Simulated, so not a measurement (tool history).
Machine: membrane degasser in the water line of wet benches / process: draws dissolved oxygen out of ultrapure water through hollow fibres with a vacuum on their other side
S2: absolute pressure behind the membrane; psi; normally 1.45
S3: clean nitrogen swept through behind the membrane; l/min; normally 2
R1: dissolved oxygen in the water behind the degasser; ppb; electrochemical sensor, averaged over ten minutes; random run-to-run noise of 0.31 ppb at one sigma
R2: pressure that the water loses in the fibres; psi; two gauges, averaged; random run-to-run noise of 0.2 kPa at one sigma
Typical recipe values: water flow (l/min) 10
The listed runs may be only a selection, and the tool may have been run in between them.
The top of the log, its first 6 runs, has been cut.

Run 7, hour 1770.3: usual settings but S2 1.8 psi, S3 1.79 l/min. Result: R1 125.7 ppb, R2 6.445 psi.
Run 8, hour 1938.3: usual settings but S2 1.8 psi, S3 1.79 l/min. Result: R1 125.6 ppb, R2 6.431 psi.
Run 9, hour 2109.7: usual settings but S2 1.8 psi, S3 1.25 l/min. Result: R1 175.9 ppb, R2 6.476 psi.
Run 10, hour 2308.1: usual settings but S2 1.8 psi, S3 1.25 l/min. Result: R1 174.1 ppb, R2 6.514 psi.
Run 11, hour 2630.3: usual settings but S2 1.8 psi, S3 1.25 l/min. Result: R1 175.2 ppb, R2 6.485 psi.
Run 12, hour 2814.7: usual settings but S2 1.8 psi, S3 1.25 l/min. Result: R1 175.4 ppb, R2 6.379 psi.
Run 13, hour 3071.9: usual settings but S2 1.8 psi, S3 1.25 l/min. Result: R1 175.6 ppb, R2 6.482 psi.
Run 14, hour 3366.2: usual settings but S2 1.8 psi, S3 1.25 l/min. Result: R1 174.3 ppb, R2 6.511 psi.
Run 15, hour 3681.5: usual settings but S2 1.8 psi, S3 1.25 l/min. Result: R1 176 ppb, R2 6.477 psi.
Run 16, hour 4032: usual settings but S2 1.8 psi, S3 1.25 l/min. Result: R1 175.9 ppb, R2 6.531 psi.
Run 17, hour 4215.3: usual settings but water flow (l/min) 15, S2 2.36 psi, S3 1.58 l/min. Result: R1 298.9 ppb, R2 9.675 psi.
Run 18, hour 4410.7: usual settings but water flow (l/min) 9, S2 1.55 psi, S3 1.36 l/min. Result: R1 119.6 ppb, R2 5.81 psi.
At hour 4609.2: vacuum gauge calibrated.
Run 19, hour 4641.1: usual settings but water flow (l/min) 13, S2 1 psi. Result: R1 65.3 ppb, R2 8.385 psi.
Run 20, hour 4867.6: usual settings but S2 1 psi, S3 1.37 l/min. Result: R1 66.7 ppb, R2 6.432 psi.
Run 21, hour 5079.1: usual settings but water flow (l/min) 8, S2 1 psi, S3 1.16 l/min. Result: R1 62.3 ppb, R2 5.163 psi.
Run 22, hour 5328.4: usual settings but water flow (l/min) 8, S2 1 psi, S3 1.16 l/min. Result: R1 61.8 ppb, R2 5.194 psi.
Run 23, hour 5536.8: usual settings but water flow (l/min) 13, S2 2.65 psi, S3 1.16 l/min. Result: R1 388.9 ppb, R2 8.417 psi.
Run 24, hour 5866.8: usual settings but S2 0.93 psi. Result: R1 40.9 ppb, R2 6.467 psi.
Run 25, hour 6021: usual settings but S2 0.93 psi. Result: R1 40.8 ppb, R2 6.492 psi.
Run 26, hour 6297.3: usual settings but S2 0.93 psi. Result: R1 41.3 ppb, R2 6.48 psi.
Run 27, hour 6503.8: usual settings but S2 1.97 psi, S3 0.88 l/min. Result: R1 270.2 ppb, R2 6.46 psi.
Run 28, hour 6728.5: usual settings but S2 2.31 psi. Result: R1 154.6 ppb, R2 6.482 psi.
Run 29, hour 6934.1: usual settings but water flow (l/min) 14, S2 2.96 psi. Result: R1 293.4 ppb, R2 9.107 psi.
Run 30, hour 7126.1: usual settings but water flow (l/min) 14, S2 2.96 psi. Result: R1 291.3 ppb, R2 8.976 psi.

The next listed run, before its measurement:
Run 31, hour 7382.8: usual settings but water flow (l/min) 14, S2 2.96 psi. Result: R1 ?, R2 ?.

R1: 291.5 ppb
R2: 9.069 psi
Minus the tool's unlogged condition, the same run would have read R1 291.2 ppb, R2 9.052 psi.

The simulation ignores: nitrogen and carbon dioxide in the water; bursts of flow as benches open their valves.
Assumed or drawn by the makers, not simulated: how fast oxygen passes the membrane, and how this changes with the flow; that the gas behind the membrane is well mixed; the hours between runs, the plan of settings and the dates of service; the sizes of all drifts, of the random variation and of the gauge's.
